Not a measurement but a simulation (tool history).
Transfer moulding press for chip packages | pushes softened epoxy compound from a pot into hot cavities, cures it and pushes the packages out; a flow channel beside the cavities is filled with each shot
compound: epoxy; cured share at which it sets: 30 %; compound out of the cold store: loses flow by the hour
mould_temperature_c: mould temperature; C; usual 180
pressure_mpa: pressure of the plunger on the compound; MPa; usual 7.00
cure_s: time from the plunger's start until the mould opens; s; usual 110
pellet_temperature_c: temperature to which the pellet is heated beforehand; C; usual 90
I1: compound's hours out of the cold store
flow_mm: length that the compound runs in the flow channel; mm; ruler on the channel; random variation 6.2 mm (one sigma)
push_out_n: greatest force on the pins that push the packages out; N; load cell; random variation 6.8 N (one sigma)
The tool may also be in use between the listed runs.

Run 1, hour 0.0: usual settings; I1 35.9. Result: flow_mm 570 mm, push_out_n 549 N.
At hour 7.3: cavities cleaned with cleaning compound and waxed.
Run 2, hour 47.8: usual settings; I1 21.2. Result: flow_mm 643 mm, push_out_n 434 N.
Run 3, hour 112.6: usual settings; I1 28.0. Result: flow_mm 591 mm, push_out_n 533 N.
At hour 118.4: cavities cleaned with cleaning compound and waxed.
Run 4, hour 149.3: usual settings but cure_s 95 s; I1 19.8. Result: flow_mm 629 mm, push_out_n 500 N.
Run 5, hour 190.6: usual settings but cure_s 95 s; I1 24.7. Result: flow_mm 606 mm, push_out_n 613 N.
At hour 232.6: cavities cleaned with cleaning compound and waxed.
Run 6, hour 258.3: usual settings but pressure_mpa 7.49 MPa; I1 11.8. Result: flow_mm 662 mm, push_out_n 380 N.
Run 7, hour 316.3: usual settings but pressure_mpa 7.49 MPa; I1 17.1. Result: flow_mm 642 mm, push_out_n 524 N.
At hour 347.2: cavities cleaned with cleaning compound and waxed.
At hour 356.2: plunger's sealing rings changed.
Run 8, hour 369.6: usual settings but pressure_mpa 7.49 MPa; I1 28.0. Result: flow_mm 660 mm, push_out_n 357 N.
Run 9, hour 442.9: usual settings but pressure_mpa 7.49 MPa; I1 11.0. Result: flow_mm 707 mm, push_out_n 533 N.
At hour 463.8: cavities cleaned with cleaning compound and waxed.
Run 10, hour 511.3: usual settings; I1 23.5. Result: flow_mm 634 mm, push_out_n 448 N.
At hour 573.0: cavities cleaned with cleaning compound and waxed.
Run 11, hour 579.4: usual settings; I1 31.4. Result: flow_mm 597 mm, push_out_n 297 N.
At hour 603.6: mould's thermocouples calibrated.
Run 12, hour 621.1: usual settings but cure_s 103 s; I1 21.6. Result: flow_mm 628 mm, push_out_n 517 N.
At hour 685.6: cavities cleaned with cleaning compound and waxed.
Run 13, hour 685.7: usual settings but cure_s 103 s; I1 46.3. Result: flow_mm 525 mm, push_out_n 294 N.
Run 14, hour 751.0: usual settings but cure_s 103 s; I1 19.0. Result: flow_mm 622 mm, push_out_n 566 N.
At hour 800.1: cavities cleaned with cleaning compound and waxed.
Run 15, hour 830.8: usual settings but cure_s 103 s; I1 15.4. Result: flow_mm 638 mm, push_out_n 479 N.
Run 16, hour 891.7: usual settings but mould_temperature_c 181 C, cure_s 94 s; I1 28.4. Result: flow_mm 557 mm, push_out_n 669 N.
At hour 912.3: cavities cleaned with cleaning compound and waxed.
At hour 924.9: plunger's sealing rings changed.
Run 17, hour 965.8: usual settings but mould_temperature_c 175 C, cure_s 147 s, pellet_temperature_c 95 C; I1 33.9. Result: flow_mm 606 mm, push_out_n 411 N.

Run 18 comes next. What will it give?
At hour 1027.6: cavities cleaned with cleaning compound and waxed.
Run 18, hour 1047.2: usual settings but mould_temperature_c 181 C; I1 19.7. Result: flow_mm ?, push_out_n ?.

{"run 18": {"flow_mm": 659, "push_out_n": 354}}
Without the tool's hidden state the same run would have given flow_mm 676 mm, push_out_n 266 N.
